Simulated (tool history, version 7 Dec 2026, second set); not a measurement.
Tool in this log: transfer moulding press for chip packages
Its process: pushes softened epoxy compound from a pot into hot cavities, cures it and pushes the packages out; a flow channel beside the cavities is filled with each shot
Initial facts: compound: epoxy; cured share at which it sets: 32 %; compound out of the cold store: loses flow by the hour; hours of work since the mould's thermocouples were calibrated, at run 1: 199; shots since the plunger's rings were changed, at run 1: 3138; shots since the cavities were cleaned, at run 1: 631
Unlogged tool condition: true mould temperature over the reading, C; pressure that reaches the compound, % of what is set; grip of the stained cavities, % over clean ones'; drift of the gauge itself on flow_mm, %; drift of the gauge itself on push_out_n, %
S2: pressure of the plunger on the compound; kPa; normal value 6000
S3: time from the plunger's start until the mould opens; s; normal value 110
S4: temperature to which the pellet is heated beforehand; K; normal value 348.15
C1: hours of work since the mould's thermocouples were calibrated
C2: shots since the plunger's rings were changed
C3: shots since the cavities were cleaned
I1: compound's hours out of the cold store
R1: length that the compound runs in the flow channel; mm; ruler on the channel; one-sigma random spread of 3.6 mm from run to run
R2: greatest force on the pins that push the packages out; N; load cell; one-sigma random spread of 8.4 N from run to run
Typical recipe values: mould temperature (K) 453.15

{"run": 1, "hour": 0.0, "mould temperature (K)": 453.15, "S2": 6000, "S3": 110, "S4": 348.15, "C1": 199, "C2": 3138, "C3": 631, "I1": 41.5, "R1": 470, "R2": 523}
{"hour": 2.9, "done": "cavities cleaned with cleaning compound and waxed"}
{"run": 2, "hour": 20.9, "mould temperature (K)": 447.15, "S2": 6000, "S3": 110, "S4": 348.15, "C1": 207, "C2": 3280, "C3": 132, "I1": 39.5, "R1": 490, "R2": 880}
{"run": 3, "hour": 35.0, "mould temperature (K)": 453.15, "S2": 6000, "S3": 110, "S4": 348.15, "C1": 213, "C2": 3383, "C3": 235, "I1": 44.1, "R1": 463, "R2": 590}
{"run": 4, "hour": 49.7, "mould temperature (K)": 456.15, "S2": 6000, "S3": 110, "S4": 348.15, "C1": 220, "C2": 3491, "C3": 343, "I1": 21.7, "R1": 516, "R2": 572}
{"run": 5, "hour": 65.1, "mould temperature (K)": 453.15, "S2": 6000, "S3": 110, "S4": 348.15, "C1": 226, "C2": 3603, "C3": 455, "I1": 45.5, "R1": 459, "R2": 600}
{"run": 6, "hour": 77.9, "mould temperature (K)": 453.15, "S2": 6000, "S3": 110, "S4": 345.15, "C1": 232, "C2": 3697, "C3": 549, "I1": 29.7, "R1": 500, "R2": 641}
{"hour": 92.0, "done": "cavities cleaned with cleaning compound and waxed"}
{"run": 7, "hour": 94.0, "mould temperature (K)": 453.15, "S2": 6000, "S3": 110, "S4": 345.15, "C1": 238, "C2": 3804, "C3": 15, "I1": 11, "R1": 555, "R2": 391}
{"run": 8, "hour": 107.1, "mould temperature (K)": 453.15, "S2": 6000, "S3": 110, "S4": 345.15, "C1": 244, "C2": 3900, "C3": 111, "I1": 14.4, "R1": 551, "R2": 431}
{"run": 9, "hour": 127.4, "mould temperature (K)": 447.15, "S2": 6000, "S3": 110, "S4": 348.15, "C1": 252, "C2": 4049, "C3": 260, "I1": 26.4, "R1": 519, "R2": 706}
{"hour": 130.5, "done": "cavities cleaned with cleaning compound and waxed, once more"}
{"hour": 133.0, "done": "plunger's sealing rings changed"}
{"run": 10, "hour": 152.7, "mould temperature (K)": 447.15, "S2": 6000, "S3": 110, "S4": 348.15, "C1": 262, "C2": 145, "C3": 145, "I1": 17.9, "R1": 566, "R2": 680}
{"run": 11, "hour": 167.6, "mould temperature (K)": 447.15, "S2": 6000, "S3": 110, "S4": 348.15, "C1": 268, "C2": 254, "C3": 254, "I1": 41.5, "R1": 489, "R2": 653}
{"run": 12, "hour": 186.5, "mould temperature (K)": 447.15, "S2": 6000, "S3": 110, "S4": 348.15, "C1": 276, "C2": 392, "C3": 392, "I1": 29, "R1": 533, "R2": 763}
{"run": 13, "hour": 199.9, "mould temperature (K)": 447.15, "S2": 6000, "S3": 110, "S4": 342.15, "C1": 282, "C2": 490, "C3": 490, "I1": 22.2, "R1": 560, "R2": 842}
{"hour": 221.2, "done": "cavities cleaned with cleaning compound and waxed"}
{"run": 14, "hour": 221.2, "mould temperature (K)": 450.15, "S2": 5510, "S3": 145, "S4": 357.15, "C1": 291, "C2": 635, "C3": 0, "I1": 18.8, "R1": 538, "R2": 331}
{"run": 15, "hour": 234.1, "mould temperature (K)": 451.15, "S2": 6000, "S3": 118, "S4": 348.15, "C1": 296, "C2": 730, "C3": 95, "I1": 25.3, "R1": 531, "R2": 408}
{"run": 16, "hour": 248.8, "mould temperature (K)": 453.15, "S2": 6000, "S3": 133, "S4": 339.15, "C1": 302, "C2": 837, "C3": 202, "I1": 45.6, "R1": 466, "R2": 381}
{"run": 17, "hour": 260.1, "mould temperature (K)": 449.15, "S2": 6920, "S3": 133, "S4": 341.15, "C1": 307, "C2": 920, "C3": 285, "I1": 37.1, "R1": 540, "R2": 439}
{"run": 18, "hour": 270.8, "mould temperature (K)": 449.15, "S2": 6920, "S3": 133, "S4": 341.15, "C1": 312, "C2": 998, "C3": 363, "I1": 26.1, "R1": 575, "R2": 458}
{"run": 19, "hour": 288.9, "mould temperature (K)": 449.15, "S2": 6920, "S3": 133, "S4": 341.15, "C1": 320, "C2": 1131, "C3": 496, "I1": 24.3, "R1": 573, "R2": 487}
{"hour": 309.1, "done": "cavities cleaned with cleaning compound and waxed"}
{"run": 20, "hour": 313.2, "mould temperature (K)": 449.15, "S2": 6920, "S3": 133, "S4": 341.15, "C1": 330, "C2": 1298, "C3": 30, "I1": 42.7, "R1": 522, "R2": 377}
{"run": 21, "hour": 335.4, "mould temperature (K)": 453.15, "S2": 6000, "S3": 110, "S4": 356.15, "C1": 339, "C2": 1460, "C3": 192, "I1": 30.6, "R1": 510, "R2": 451}
{"run": 22, "hour": 358.0, "mould temperature (K)": 448.15, "S2": 6000, "S3": 110, "S4": 351.15, "C1": 349, "C2": 1626, "C3": 358, "I1": 46, "R1": 479, "R2": 622}
{"run": 23, "hour": 372.1, "mould temperature (K)": 448.15, "S2": 6000, "S3": 110, "S4": 351.15, "C1": 355, "C2": 1729, "C3": 461, "I1": 38.2, "R1": 502, "R2": 670}
{"run": 24, "hour": 389.1, "mould temperature (K)": 448.15, "S2": 6000, "S3": 110, "S4": 351.15, "C1": 362, "C2": 1854, "C3": 586, "I1": 13.5, "R1": 574, "R2": 784}
{"hour": 398.3, "done": "cavities cleaned with cleaning compound and waxed"}
{"run": 25, "hour": 400.7, "mould temperature (K)": 453.15, "S2": 6000, "S3": 105, "S4": 348.15, "C1": 367, "C2": 1927, "C3": 17, "I1": 30.8, "R1": 506, "R2": 410}

Predict each of these 5 candidate next runs independently; none follows another, all start after run 25:
{"run": "A", "hour": 423.6, "mould temperature (K)": 458.15, "S2": 6000, "S3": 103, "S4": 348.15, "C1": 377, "C2": 2095, "C3": 185, "I1": 19.1, "R1": "?", "R2": "?"}
{"run": "B", "hour": 423.6, "mould temperature (K)": 453.15, "S2": 6570, "S3": 96, "S4": 351.15, "C1": 377, "C2": 2095, "C3": 185, "I1": 31.5, "R1": "?", "R2": "?"}
{"run": "C", "hour": 423.6, "mould temperature (K)": 453.15, "S2": 6000, "S3": 148, "S4": 348.15, "C1": 377, "C2": 2095, "C3": 185, "I1": 12.2, "R1": "?", "R2": "?"}
{"run": "D", "hour": 423.6, "mould temperature (K)": 453.15, "S2": 6130, "S3": 121, "S4": 347.15, "C1": 377, "C2": 2095, "C3": 185, "I1": 32.7, "R1": "?", "R2": "?"}
{"run": "E", "hour": 423.6, "mould temperature (K)": 453.15, "S2": 6000, "S3": 122, "S4": 344.15, "C1": 377, "C2": 2095, "C3": 185, "I1": 27.8, "R1": "?", "R2": "?"}

run=A R1=528 R2=390
run=B R1=526 R2=534
run=C R1=560 R2=373
run=D R1=505 R2=399
run=E R1=512 R2=383
The same runs, with their run-to-run variation unchanged, on a tool lacking any hidden condition would have given:
run=A R1=538 R2=333
run=B R1=535 R2=449
run=C R1=570 R2=320
run=D R1=514 R2=340
run=E R1=521 R2=326
